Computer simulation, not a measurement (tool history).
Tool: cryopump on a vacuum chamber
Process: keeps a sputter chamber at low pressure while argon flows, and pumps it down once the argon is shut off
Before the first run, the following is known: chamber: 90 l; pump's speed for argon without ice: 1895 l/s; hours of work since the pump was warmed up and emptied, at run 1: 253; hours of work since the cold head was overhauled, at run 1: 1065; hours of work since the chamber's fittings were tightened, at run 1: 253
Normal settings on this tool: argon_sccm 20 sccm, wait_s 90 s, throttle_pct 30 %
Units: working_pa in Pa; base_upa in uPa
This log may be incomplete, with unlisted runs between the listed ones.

run,hour,argon_sccm,wait_s,throttle_pct,hours of work since the pump was warmed up and emptied,hours of work since the cold head was overhauled,hours of work since the chamber's fittings were tightened,working_pa,base_upa
1,0.0,20,90,30,253,1065,253,0.0609,0.91
2,89.3,20,90,30,331,1143,331,0.0607,1.00
3,143.5,20,90,47,378,1190,378,0.0393,0.98
4,200.0,20,90,30,428,1239,428,0.0615,1.01
5,288.2,20,90,30,504,1316,504,0.0620,1.01
6,346.3,20,90,30,555,1367,555,0.0620,1.07
7,403.2,20,90,17,605,1417,605,0.1068,1.14
8,504.6,20,122,30,693,1505,693,0.0617,0.93
9,603.5,20,122,30,779,1591,779,0.0626,1.08
# hour 644.6: pump warmed up, emptied and cooled again
10,720.8,20,122,30,66,1689,877,0.0594,0.94
11,838.3,9,90,30,169,1792,980,0.0269,1.21
12,894.9,9,90,30,218,1841,1029,0.0275,1.18
13,979.0,20,90,30,292,1914,1103,0.0614,1.28
14,1059.5,20,89,30,362,1984,1173,0.0617,1.29
15,1119.5,20,89,30,414,2037,1225,0.0609,1.38
16,1215.4,20,132,30,498,2120,1309,0.0618,1.15
17,1301.4,20,90,30,573,2195,1384,0.0619,1.41
18,1373.8,20,90,30,636,2259,1447,0.0618,1.43
19,1448.2,20,90,30,701,2323,1512,0.0626,1.49
20,1502.2,20,90,34,748,2370,1559,0.0554,1.49
# hour 1573.0: pump warmed up, emptied and cooled again
21,1620.0,20,90,34,41,2469,1657,0.0538,1.51
22,1677.5,33,189,27,91,2519,1707,0.1104,1.13
23,1748.5,11,32,18,153,2581,1769,0.0547,2.66
24,1834.9,11,32,18,228,2656,1844,0.0561,2.66
25,1892.8,32,127,18,279,2707,1895,0.1599,1.36
26,1944.8,38,106,17,324,2752,1940,0.2044,1.50
27,2036.1,38,106,17,404,2832,2020,0.2053,1.57
28,2089.4,11,30,32,450,2878,2066,0.0331,2.88
29,2151.0,29,30,34,504,2932,2120,0.0802,2.89
30,2238.5,20,27,30,580,3008,2196,0.0622,3.29
31,2331.2,20,27,30,661,3089,2277,0.0629,3.27
32,2445.1,20,27,30,760,3188,2376,0.0634,3.30
# hour 2508.7: pump warmed up, emptied and cooled again
33,2509.7,20,22,54,1,3240,2428,0.0338,3.64

Results per run with the tool's hidden condition removed, run-to-run variation unchanged:
Unlogged tool condition in this case: pump's speed, % of a pump's without ice; cold plate's temperature, K; leak into the chamber, uPa l/s; drift of the gauge itself on working_pa, %; drift of the gauge itself on base_upa, %.
run,working_pa,base_upa
1,0.0597,0.78
2,0.0592,0.83
3,0.0377,0.79
4,0.0597,0.80
5,0.0599,0.77
6,0.0597,0.80
7,0.1043,0.85
8,0.0588,0.59
9,0.0594,0.69
10,0.0587,0.58
11,0.0264,0.80
12,0.0270,0.75
13,0.0599,0.80
14,0.0599,0.78
15,0.0589,0.83
16,0.0595,0.57
17,0.0593,0.79
18,0.0589,0.78
19,0.0595,0.78
20,0.0521,0.77
21,0.0529,0.82
22,0.1086,0.45
23,0.0540,1.93
24,0.0552,1.90
25,0.1571,0.59
26,0.2007,0.68
27,0.2009,0.70
28,0.0318,2.00
29,0.0764,1.98
30,0.0592,2.29
31,0.0596,2.24
32,0.0597,2.22
33,0.0328,2.69
